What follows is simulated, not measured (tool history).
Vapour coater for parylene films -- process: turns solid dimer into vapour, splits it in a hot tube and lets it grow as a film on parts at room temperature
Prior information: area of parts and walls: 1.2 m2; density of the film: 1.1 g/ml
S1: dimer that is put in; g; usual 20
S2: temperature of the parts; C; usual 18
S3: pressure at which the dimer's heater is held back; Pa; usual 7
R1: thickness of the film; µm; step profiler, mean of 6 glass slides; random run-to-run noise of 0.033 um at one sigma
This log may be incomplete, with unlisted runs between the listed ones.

run 1 hour=0 | S1=20 S2=18 S3=7 | R1=6.97
run 2 hour=27.3 | S1=13 S2=18 S3=7 | R1=4.5
run 3 hour=67 | S1=20 S2=18 S3=7 | R1=6.83
run 4 hour=89.7 | S1=20 S2=18 S3=7 | R1=6.9
run 5 hour=113.9 | S1=20 S2=18 S3=7 | R1=6.88
run 6 hour=153.6 | S1=20 S2=13 S3=7 | R1=7.66
run 7 hour=189.3 | S1=21 S2=18 S3=7 | R1=7.19
run 8 hour=210.4 | S1=21 S2=18 S3=7 | R1=7.22
-- hour=245.3 trap's valve overhauled
run 9 hour=254.5 | S1=21 S2=18 S3=7 | R1=7.18
run 10 hour=273.5 | S1=21 S2=18 S3=7 | R1=7.23
run 11 hour=297.9 | S1=20 S2=18 S3=7 | R1=6.86
run 12 hour=325.2 | S1=20 S2=18 S3=7 | R1=6.83
run 13 hour=350.9 | S1=20 S2=18 S3=7 | R1=6.81
run 14 hour=389.2 | S1=20 S2=21 S3=7 | R1=6.39
run 15 hour=406.7 | S1=20 S2=18 S3=3.88 | R1=7.34
run 16 hour=428.6 | S1=20 S2=18 S3=3.88 | R1=7.38
run 17 hour=456.5 | S1=20 S2=18 S3=3.88 | R1=7.35
run 18 hour=493 | S1=10 S2=11 S3=2.68 | R1=4.49
run 19 hour=519.4 | S1=10 S2=11 S3=2.68 | R1=4.47
-- hour=548.7 gauge calibrated
run 20 hour=558.8 | S1=20 S2=18 S3=9.57 | R1=6.66
run 21 hour=591.9 | S1=20 S2=16 S3=7 | R1=7.24
run 22 hour=629.7 | S1=29 S2=21 S3=8.38 | R1=9.2
run 23 hour=647.4 | S1=16 S2=10 S3=3.03 | R1=7.35
run 24 hour=665.8 | S1=26 S2=19 S3=10.66 | R1=8.2
run 25 hour=697.3 | S1=26 S2=19 S3=10.66 | R1=8.28
run 26 hour=722.8 | S1=20 S2=15 S3=4.84 | R1=7.68
run 27 hour=754.3 | S1=15 S2=29 S3=2.21 | R1=4.79
run 28 hour=774.8 | S1=12 S2=15 S3=3.46 | R1=4.85
-- hour=784.5 trap's valve overhauled
run 29 hour=819.4 | S1=12 S2=15 S3=3.46 | R1=4.84
run 30 hour=859.7 | S1=34 S2=12 S3=9.85 | R1=12.55
run 31 hour=888.4 | S1=34 S2=29 S3=2.53 | R1=10.65
run 32 hour=916.6 | S1=15 S2=16 S3=11.2 | R1=5.01
run 33 hour=947.2 | S1=21 S2=24 S3=7.99 | R1=6.2
run 34 hour=970.1 | S1=16 S2=21 S3=2.29 | R1=5.95

The logged runs with the hidden state left out (each run's random variation unchanged):
What the log doesn't record here: vapour lost through the trap's worn valve, %; true temperature of the parts over the reading, C; drift of the gauge itself on film_um, %.
run=1 R1=6.98
run=2 R1=4.51
run=3 R1=6.87
run=4 R1=6.94
run=5 R1=6.93
run=6 R1=7.73
run=7 R1=7.28
run=8 R1=7.31
run=9 R1=7.28
run=10 R1=7.33
run=11 R1=6.97
run=12 R1=6.96
run=13 R1=6.94
run=14 R1=6.53
run=15 R1=7.51
run=16 R1=7.56
run=17 R1=7.53
run=18 R1=4.61
run=19 R1=4.6
run=20 R1=6.67
run=21 R1=7.26
run=22 R1=9.25
run=23 R1=7.4
run=24 R1=8.26
run=25 R1=8.36
run=26 R1=7.76
run=27 R1=4.86
run=28 R1=4.91
run=29 R1=4.92
run=30 R1=12.77
run=31 R1=10.85
run=32 R1=5.11
run=33 R1=6.34
run=34 R1=6.09
